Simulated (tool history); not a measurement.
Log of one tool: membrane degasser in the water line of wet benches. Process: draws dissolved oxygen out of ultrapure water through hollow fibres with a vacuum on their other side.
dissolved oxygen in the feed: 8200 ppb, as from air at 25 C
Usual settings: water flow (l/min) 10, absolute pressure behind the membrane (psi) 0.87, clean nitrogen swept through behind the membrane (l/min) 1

run	hour	water flow (l/min)	absolute pressure behind the membrane (psi)	clean nitrogen swept through behind the membrane (l/min)	dissolved oxygen in the water behind the degasser (ppb)	pressure that the water loses in the fibres (psi)
1	0	10	0.87	1	77.1	7.632
2	80.2	10	0.87	1	75.8	7.606
3	153.8	10	0.87	1	76.9	7.696
4	232.2	10	0.87	1	77.8	7.641
5	299	10	0.87	1	78.4	7.67
6	390.3	10	0.87	1	78.9	7.665
7	433	10	1.463	1	172	7.675
8	520.8	10	0.87	1	77.6	7.607
9	579	10	0.87	1	77.5	7.654
10	679.7	10	0.87	1	77.4	7.68
11	772.8	10	0.87	1	78	7.706
12	853.1	10	0.87	1	78.4	7.658
13	913.8	10	0.87	1	79.1	7.638
14	1003.7	10	0.87	1	78.2	7.63
15	1069.8	10	0.87	1	80.3	7.694
16	1112.2	10	0.87	1	78.3	7.678
# hour 1120.3: vacuum gauge calibrated
17	1180.2	12	2.054	0.66	458.4	9.233
18	1231.4	6	1.321	1.53	63	4.63
19	1319.8	6	1.68	1.53	86.4	4.637
# hour 1327.4: vacuum gauge calibrated, once more
20	1393.8	10	0.87	2.14	43.1	7.719
# hour 1443.8: seals of the vacuum lines changed
21	1447	10	0.87	2.14	40.8	7.733
22	1506	15	1.185	0.43	373.3	11.587
23	1590.2	12	1.011	0.69	163.2	9.239
24	1672.9	9	1.011	0.4	194.2	6.942
25	1751.9	9	1.011	0.4	193.6	6.991
26	1842.8	9	1.011	0.4	187.5	6.989
27	1918.3	12	1.198	0.4	326.2	9.239
28	2012	12	1.198	0.4	329	9.326
29	2105.3	12	1.198	0.4	325.6	9.429
30	2208.8	9	0.87	1.76	43.5	6.966

Hidden state or all else? Some run-to-run changes of dissolved oxygen in the water behind the degasser (ppb), split into what the settings, what came in and random variation would give without the hidden state, and what is left for the hidden state (with any gauge scatter that isn't in both results):
The hidden state here: membrane still open, %; true pressure behind the membrane over the reading, kPa; air that leaks in behind the membrane, l/min; drift of the gauge itself on oxygen_ppb, %; drift of the gauge itself on loss_of_pressure_kpa, %.
Run 16 -> 17: water flow (l/min) 10 -> 12, absolute pressure behind the membrane (psi) 0.87 -> 2.054, clean nitrogen swept through behind the membrane (l/min) 1 -> 0.66, vacuum gauge calibrated. dissolved oxygen in the water behind the degasser (ppb) +380.1: hidden state +6.7, all else +373.4.
Run 17 -> 18: water flow (l/min) 12 -> 6, absolute pressure behind the membrane (psi) 2.054 -> 1.321, clean nitrogen swept through behind the membrane (l/min) 0.66 -> 1.53. dissolved oxygen in the water behind the degasser (ppb) -395.4: hidden state -8, all else -387.4.
Run 21 -> 22: water flow (l/min) 10 -> 15, absolute pressure behind the membrane (psi) 0.87 -> 1.185, clean nitrogen swept through behind the membrane (l/min) 2.14 -> 0.43. dissolved oxygen in the water behind the degasser (ppb) +332.5: hidden state +2.3, all else +330.2.
Run 29 -> 30: water flow (l/min) 12 -> 9, absolute pressure behind the membrane (psi) 1.198 -> 0.87, clean nitrogen swept through behind the membrane (l/min) 0.4 -> 1.76. dissolved oxygen in the water behind the degasser (ppb) -282.1: hidden state -2.4, all else -279.7.
